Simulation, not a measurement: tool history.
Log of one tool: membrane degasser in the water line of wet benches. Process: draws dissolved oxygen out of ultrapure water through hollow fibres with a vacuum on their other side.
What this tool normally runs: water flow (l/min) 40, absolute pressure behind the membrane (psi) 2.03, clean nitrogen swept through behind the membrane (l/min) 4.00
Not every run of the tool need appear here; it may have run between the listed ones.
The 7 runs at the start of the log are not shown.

run    hour  water flow (l/min)  absolute pressure behind the membrane (psi)  clean nitrogen swept through behind the membrane (l/min)  dissolved oxygen in the water behind the degasser (ppb)  pressure that the water loses in the fibres (psi)
  8   718.1                  40                                         2.03                                                      3.80                                                    266.6                                              7.651
  9   841.1                  59                                         2.03                                                      4.00                                                    385.0                                             11.249
 10   957.6                  59                                         2.03                                                      4.00                                                    383.7                                             11.272
 11  1026.2                  43                                         2.03                                                      4.00                                                    273.9                                              8.269
 12  1161.3                  43                                         2.03                                                      4.00                                                    273.4                                              8.250
     1209.9  -- seals of the vacuum lines changed
 13  1271.6                  48                                         2.03                                                      4.00                                                    306.6                                              9.207
 14  1410.5                  48                                         2.03                                                      4.00                                                    307.2                                              9.163
 15  1480.4                  40                                         2.03                                                      4.00                                                    254.8                                              7.646
 16  1541.7                  40                                         2.03                                                      4.00                                                    254.2                                              7.645
 17  1636.1                  49                                         2.03                                                      2.14                                                    526.8                                              9.393
 18  1697.9                  49                                         2.03                                                      2.14                                                    528.9                                              9.353
 19  1825.4                  40                                         2.61                                                      4.00                                                    342.4                                              7.681
 20  1922.5                  40                                         2.73                                                      1.85                                                    695.4                                              7.658
 21  2056.9                  40                                         2.73                                                      1.85                                                    697.4                                              7.645
 22  2163.5                  26                                         2.41                                                      2.25                                                    349.6                                              5.017
 23  2257.4                  40                                         3.45                                                      6.89                                                    286.4                                              7.623
 24  2363.5                  27                                         2.03                                                      4.00                                                    173.1                                              5.146
 25  2451.4                  27                                         2.03                                                      4.00                                                    173.0                                              5.165
 26  2575.9                  40                                         4.37                                                      3.16                                                    730.5                                              7.649
 27  2651.0                  40                                         1.31                                                      3.16                                                    173.8                                              7.690
 28  2743.5                  40                                         4.22                                                      3.16                                                    707.5                                              7.646
     2762.1  -- vacuum gauge calibrated
 29  2880.0                  48                                         2.86                                                      3.44                                                    515.6                                              9.163
 30  2950.5                  26                                         1.60                                                      1.72                                                    262.3                                              4.994
 31  3014.0                  37                                         4.50                                                      3.53                                                    643.2                                              7.030
 32  3096.9                  27                                         1.61                                                      4.00                                                    127.3                                              5.150

Forecast each of these 3 alternatives for the next run:
  A  3234.1                  39                                         1.61                                                      4.00                                                        ?                                                  ?
  B  3234.1                  40                                         3.84                                                      4.00                                                        ?                                                  ?
  C  3234.1                  35                                         3.47                                                      3.64                                                        ?                                                  ?

run  dissolved oxygen in the water behind the degasser (ppb)  pressure that the water loses in the fibres (psi)
  A                                                    185.3                                              7.478
  B                                                    523.7                                              7.661
  C                                                    449.3                                              6.693
Without the tool's unlogged condition, the same runs would have read:
run  dissolved oxygen in the water behind the degasser (ppb)  pressure that the water loses in the fibres (psi)
  A                                                    185.3                                              7.477
  B                                                    523.7                                              7.658
  C                                                    449.3                                              6.692

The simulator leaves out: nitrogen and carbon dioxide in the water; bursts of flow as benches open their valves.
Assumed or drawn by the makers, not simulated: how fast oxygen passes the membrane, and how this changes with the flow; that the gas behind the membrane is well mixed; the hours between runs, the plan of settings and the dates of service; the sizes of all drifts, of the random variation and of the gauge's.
